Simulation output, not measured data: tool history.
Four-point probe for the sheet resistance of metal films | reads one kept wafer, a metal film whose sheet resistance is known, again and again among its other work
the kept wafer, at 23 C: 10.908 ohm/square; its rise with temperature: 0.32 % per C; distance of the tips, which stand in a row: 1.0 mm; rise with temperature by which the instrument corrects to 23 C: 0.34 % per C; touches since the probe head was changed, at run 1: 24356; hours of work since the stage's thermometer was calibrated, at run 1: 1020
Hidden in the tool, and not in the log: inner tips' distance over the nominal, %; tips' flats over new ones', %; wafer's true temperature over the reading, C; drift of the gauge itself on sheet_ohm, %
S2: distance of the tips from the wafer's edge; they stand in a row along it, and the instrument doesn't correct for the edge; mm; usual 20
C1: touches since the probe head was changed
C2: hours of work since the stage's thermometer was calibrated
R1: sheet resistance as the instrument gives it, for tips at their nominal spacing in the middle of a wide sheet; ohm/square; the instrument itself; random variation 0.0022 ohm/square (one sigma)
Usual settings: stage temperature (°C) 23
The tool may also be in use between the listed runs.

run 1 hour=0 | stage_temperature_(°C)=23 S2=20 | C1=24356 C2=1020 | R1=10.861649
run 2 hour=52.4 | stage_temperature_(°C)=23 S2=20 | C1=26897 C2=1053 | R1=10.861356
run 3 hour=128.2 | stage_temperature_(°C)=23 S2=20 | C1=30570 C2=1099 | R1=10.855605
run 4 hour=215.1 | stage_temperature_(°C)=23 S2=20 | C1=34788 C2=1152 | R1=10.860879
run 5 hour=312.6 | stage_temperature_(°C)=23 S2=20 | C1=39515 C2=1212 | R1=10.854979
run 6 hour=396.8 | stage_temperature_(°C)=26 S2=20 | C1=43597 C2=1264 | R1=10.839951
run 7 hour=507.9 | stage_temperature_(°C)=26 S2=20 | C1=48984 C2=1332 | R1=10.848212
run 8 hour=579.8 | stage_temperature_(°C)=23 S2=20 | C1=52468 C2=1376 | R1=10.845025
-- hour=654.7 stage's thermometer calibrated
run 9 hour=673 | stage_temperature_(°C)=23 S2=20 | C1=56961 C2=11 | R1=10.84964
run 10 hour=722.6 | stage_temperature_(°C)=23 S2=20 | C1=59366 C2=42 | R1=10.844451
run 11 hour=778.1 | stage_temperature_(°C)=23 S2=20 | C1=62057 C2=76 | R1=10.840308
run 12 hour=893.9 | stage_temperature_(°C)=33 S2=10 | C1=67670 C2=147 | R1=10.86517
run 13 hour=971.9 | stage_temperature_(°C)=27 S2=7 | C1=71457 C2=195 | R1=10.936116
run 14 hour=1029.3 | stage_temperature_(°C)=18 S2=17 | C1=74235 C2=230 | R1=10.851285
run 15 hour=1134.3 | stage_temperature_(°C)=18 S2=35 | C1=79327 C2=294 | R1=10.834397
run 16 hour=1190.4 | stage_temperature_(°C)=25 S2=52 | C1=82047 C2=329 | R1=10.816597
run 17 hour=1285.2 | stage_temperature_(°C)=25 S2=52 | C1=86645 C2=387 | R1=10.812524
-- hour=1296.9 stage's thermometer calibrated, once more
run 18 hour=1390.5 | stage_temperature_(°C)=23 S2=3 | C1=91728 C2=57 | R1=11.433403
run 19 hour=1498.9 | stage_temperature_(°C)=19 S2=8 | C1=96980 C2=124 | R1=10.923289
run 20 hour=1587.8 | stage_temperature_(°C)=22 S2=14 | C1=101290 C2=178 | R1=10.855777

3 ways to go on from here, each from the tool as it stands after run 20. What would each give?
run A hour=1640.7 | stage_temperature_(°C)=22 S2=22 | C1=103855 C2=211 | R1=?
run B hour=1640.7 | stage_temperature_(°C)=20 S2=14 | C1=103855 C2=211 | R1=?
run C hour=1640.7 | stage_temperature_(°C)=22 S2=11 | C1=103855 C2=211 | R1=?

run=A R1=10.829796
run=B R1=10.85677
run=C R1=10.870822
Without the tool's hidden state the same runs would have given:
run=A R1=10.918018
run=B R1=10.945216
run=C R1=10.959356
